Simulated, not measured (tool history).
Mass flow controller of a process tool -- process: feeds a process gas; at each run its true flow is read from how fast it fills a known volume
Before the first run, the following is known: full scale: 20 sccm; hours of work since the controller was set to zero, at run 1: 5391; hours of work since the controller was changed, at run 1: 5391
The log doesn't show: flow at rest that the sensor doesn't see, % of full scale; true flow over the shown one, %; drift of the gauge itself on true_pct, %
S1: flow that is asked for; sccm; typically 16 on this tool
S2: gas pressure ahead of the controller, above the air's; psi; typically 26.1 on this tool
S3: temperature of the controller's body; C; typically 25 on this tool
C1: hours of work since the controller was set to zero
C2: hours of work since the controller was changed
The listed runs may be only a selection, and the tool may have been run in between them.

Run 1, hour 0: usual settings; C1 5391; C2 5391. Result: true flow (%) 99.43.
Run 2, hour 135.1: usual settings; C1 5480; C2 5480. Result: true flow (%) 99.55.
Run 3, hour 327.4: usual settings; C1 5606; C2 5606. Result: true flow (%) 99.51.
Run 4, hour 502.6: usual settings; C1 5722; C2 5722. Result: true flow (%) 99.51.
Run 5, hour 785.7: usual settings but S1 2 sccm; C1 5908; C2 5908. Result: true flow (%) 97.46.
Run 6, hour 973.1: usual settings but S1 4 sccm; C1 6032; C2 6032. Result: true flow (%) 97.86.
Run 7, hour 1172.8: usual settings but S1 6 sccm, S2 27.7 psi, S3 39 C; C1 6163; C2 6163. Result: true flow (%) 99.15.
Run 8, hour 1445: usual settings but S1 15 sccm; C1 6342; C2 6342. Result: true flow (%) 99.84.
Run 9, hour 1593.1: usual settings but S1 15 sccm, S2 32.1 psi, S3 27 C; C1 6440; C2 6440. Result: true flow (%) 99.73.
Run 10, hour 1879.1: usual settings but S1 15 sccm, S2 22.8 psi, S3 27 C; C1 6628; C2 6628. Result: true flow (%) 100.08.
Run 11, hour 2023.5: usual settings but S1 15 sccm, S2 22.8 psi, S3 27 C; C1 6723; C2 6723. Result: true flow (%) 100.21.

3 options for the next run, each taken on its own from the tool as it stands now. Forecast them:
Run A, hour 2172.1: usual settings but S1 2 sccm, S2 33.4 psi, S3 32 C; C1 6821; C2 6821. Result: true flow (%) ?.
Run B, hour 2172.1: usual settings but S1 11 sccm, S2 22.8 psi, S3 26 C; C1 6821; C2 6821. Result: true flow (%) ?.
Run C, hour 2172.1: usual settings but S1 6 sccm, S3 21 C; C1 6821; C2 6821. Result: true flow (%) ?.

run  true flow (%)
  A          98.23
  B          99.55
  C          98.22
With the hidden condition removed and each run's random variation left untouched, the same runs would have given:
run  true flow (%)
  A          97.56
  B          98.84
  C          97.52
